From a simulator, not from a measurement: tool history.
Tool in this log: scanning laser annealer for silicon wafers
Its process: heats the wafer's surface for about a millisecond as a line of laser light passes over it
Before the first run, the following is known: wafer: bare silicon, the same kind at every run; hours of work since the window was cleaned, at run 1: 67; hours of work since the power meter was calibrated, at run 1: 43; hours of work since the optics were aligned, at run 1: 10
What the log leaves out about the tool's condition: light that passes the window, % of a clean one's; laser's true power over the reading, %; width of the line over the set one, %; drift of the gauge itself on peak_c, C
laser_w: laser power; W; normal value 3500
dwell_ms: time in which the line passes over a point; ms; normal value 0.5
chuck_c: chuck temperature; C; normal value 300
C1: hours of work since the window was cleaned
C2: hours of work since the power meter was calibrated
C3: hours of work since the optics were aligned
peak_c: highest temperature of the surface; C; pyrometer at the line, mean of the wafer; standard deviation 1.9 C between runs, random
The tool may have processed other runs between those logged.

Run 1, hour 0: usual settings; C1 67; C2 43; C3 10. Result: peak_c 1117 C.
Run 2, hour 5.8: usual settings but laser_w 3227 W; C1 70; C2 47; C3 13. Result: peak_c 1040 C.
Run 3, hour 11: usual settings but laser_w 3227 W; C1 73; C2 49; C3 16. Result: peak_c 1040 C.
Run 4, hour 15.5: usual settings; C1 75; C2 52; C3 19. Result: peak_c 1118 C.
Run 5, hour 24.1: usual settings; C1 80; C2 56; C3 23. Result: peak_c 1118 C.
Run 6, hour 30.3: usual settings; C1 83; C2 60; C3 27. Result: peak_c 1118 C.
Run 7, hour 38.9: usual settings but dwell_ms 0.407 ms; C1 88; C2 64; C3 31. Result: peak_c 1024 C.
Run 8, hour 45.6: usual settings but dwell_ms 0.407 ms; C1 91; C2 68; C3 35. Result: peak_c 1023 C.
Run 9, hour 55.8: usual settings but dwell_ms 0.407 ms; C1 97; C2 73; C3 40. Result: peak_c 1024 C.
Run 10, hour 60.7: usual settings but dwell_ms 0.37 ms; C1 99; C2 76; C3 43. Result: peak_c 986 C.
Run 11, hour 66.6: usual settings but dwell_ms 0.59 ms, chuck_c 319 C; C1 102; C2 79; C3 46. Result: peak_c 1220 C.
Run 12, hour 76: usual settings but laser_w 3023 W, dwell_ms 0.369 ms; C1 107; C2 84; C3 51. Result: peak_c 870 C.
Run 13, hour 82: usual settings but laser_w 3366 W, dwell_ms 0.468 ms, chuck_c 326 C; C1 111; C2 87; C3 54. Result: peak_c 1071 C.
Run 14, hour 88.1: usual settings but laser_w 3225 W, chuck_c 320 C; C1 114; C2 91; C3 57. Result: peak_c 1055 C.
Run 15, hour 94.8: usual settings but laser_w 3378 W, dwell_ms 0.436 ms, chuck_c 302 C; C1 117; C2 94; C3 61. Result: peak_c 1024 C.
Run 16, hour 102.4: usual settings but laser_w 3452 W, dwell_ms 0.436 ms, chuck_c 321 C; C1 122; C2 98; C3 65. Result: peak_c 1063 C.
Run 17, hour 111.1: usual settings but laser_w 3010 W, dwell_ms 0.52 ms; C1 126; C2 103; C3 70. Result: peak_c 992 C.
Run 18, hour 120.5: usual settings but laser_w 3010 W, dwell_ms 0.435 ms, chuck_c 277 C; C1 131; C2 108; C3 75. Result: peak_c 899 C.
Run 19, hour 129.2: usual settings but laser_w 3836 W; C1 136; C2 113; C3 79. Result: peak_c 1217 C.
Run 20, hour 137.4: usual settings but laser_w 3832 W, dwell_ms 0.586 ms, chuck_c 270 C; C1 140; C2 117; C3 84. Result: peak_c 1273 C.

Consider 4 possible next runs. They are alternatives, not a sequence: every one starts from the tool as it was left by run 20. What does each give?
Run A, hour 143.8: usual settings but laser_w 3047 W, dwell_ms 0.495 ms, chuck_c 324 C; C1 144; C2 120; C3 87. Result: peak_c ?.
Run B, hour 143.8: usual settings but chuck_c 269 C; C1 144; C2 120; C3 87. Result: peak_c ?.
Run C, hour 143.8: usual settings but laser_w 3510 W, dwell_ms 0.586 ms, chuck_c 264 C; C1 144; C2 120; C3 87. Result: peak_c ?.
Run D, hour 143.8: usual settings but chuck_c 268 C; C1 144; C2 120; C3 87. Result: peak_c ?.

run  peak_c
  A    1007
  B    1084
  C    1163
  D    1086
Take away the tool's hidden state, keep each run's random variation, and the runs would have read:
run  peak_c
  A    1008
  B    1084
  C    1163
  D    1086
